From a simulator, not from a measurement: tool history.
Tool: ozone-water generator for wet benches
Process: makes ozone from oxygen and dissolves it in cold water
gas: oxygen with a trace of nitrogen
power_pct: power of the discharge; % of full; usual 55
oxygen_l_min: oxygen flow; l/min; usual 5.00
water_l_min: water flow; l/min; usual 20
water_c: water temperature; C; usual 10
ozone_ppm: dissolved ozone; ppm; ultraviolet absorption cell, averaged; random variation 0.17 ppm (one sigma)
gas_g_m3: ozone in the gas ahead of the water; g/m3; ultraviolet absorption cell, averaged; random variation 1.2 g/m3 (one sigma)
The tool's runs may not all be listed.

run 1 day=0.000 | power_pct=55 oxygen_l_min=5.00 water_l_min=20 water_c=10 | ozone_ppm=22.5 gas_g_m3=208.5
run 2 day=1.975 | power_pct=53 oxygen_l_min=5.00 water_l_min=20 water_c=10 | ozone_ppm=21.7 gas_g_m3=204.8
run 3 day=3.025 | power_pct=53 oxygen_l_min=5.00 water_l_min=19 water_c=10 | ozone_ppm=22.9 gas_g_m3=202.4
run 4 day=4.733 | power_pct=53 oxygen_l_min=5.00 water_l_min=19 water_c=10 | ozone_ppm=22.7 gas_g_m3=202.9
run 5 day=6.158 | power_pct=55 oxygen_l_min=5.00 water_l_min=20 water_c=16 | ozone_ppm=20.6 gas_g_m3=209.3
run 6 day=8.075 | power_pct=55 oxygen_l_min=5.00 water_l_min=20 water_c=16 | ozone_ppm=20.7 gas_g_m3=207.8
run 7 day=9.096 | power_pct=55 oxygen_l_min=5.00 water_l_min=20 water_c=16 | ozone_ppm=20.6 gas_g_m3=210.1
run 8 day=10.488 | power_pct=55 oxygen_l_min=5.00 water_l_min=20 water_c=16 | ozone_ppm=20.7 gas_g_m3=210.7
run 9 day=12.129 | power_pct=55 oxygen_l_min=5.00 water_l_min=20 water_c=16 | ozone_ppm=20.9 gas_g_m3=208.0
run 10 day=14.150 | power_pct=55 oxygen_l_min=5.00 water_l_min=20 water_c=7 | ozone_ppm=23.3 gas_g_m3=210.3
run 11 day=15.538 | power_pct=67 oxygen_l_min=5.00 water_l_min=20 water_c=15 | ozone_ppm=24.1 gas_g_m3=240.3
run 12 day=17.208 | power_pct=67 oxygen_l_min=5.00 water_l_min=18 water_c=15 | ozone_ppm=26.5 gas_g_m3=242.6
run 13 day=19.150 | power_pct=49 oxygen_l_min=6.52 water_l_min=17 water_c=5 | ozone_ppm=25.8 gas_g_m3=169.7
run 14 day=21.096 | power_pct=49 oxygen_l_min=6.52 water_l_min=17 water_c=5 | ozone_ppm=25.8 gas_g_m3=168.8
run 15 day=21.988 | power_pct=45 oxygen_l_min=4.26 water_l_min=12 water_c=10 | ozone_ppm=29.1 gas_g_m3=200.4

Forecast each of these 4 alternatives for the next run:
run A day=23.567 | power_pct=55 oxygen_l_min=8.11 water_l_min=24 water_c=10 | ozone_ppm=? gas_g_m3=?
run B day=23.567 | power_pct=72 oxygen_l_min=4.26 water_l_min=12 water_c=10 | ozone_ppm=? gas_g_m3=?
run C day=23.567 | power_pct=58 oxygen_l_min=4.26 water_l_min=12 water_c=10 | ozone_ppm=? gas_g_m3=?
run D day=23.567 | power_pct=45 oxygen_l_min=8.06 water_l_min=19 water_c=14 | ozone_ppm=? gas_g_m3=?

run=A ozone_ppm=19.7 gas_g_m3=164.8
run=B ozone_ppm=41.6 gas_g_m3=274.3
run=C ozone_ppm=34.9 gas_g_m3=238.8
run=D ozone_ppm=19.3 gas_g_m3=143.2
Without the tool's hidden state the same runs would have given:
run=A ozone_ppm=19.8 gas_g_m3=162.1
run=B ozone_ppm=41.7 gas_g_m3=269.9
run=C ozone_ppm=34.9 gas_g_m3=235.0
run=D ozone_ppm=19.3 gas_g_m3=140.9
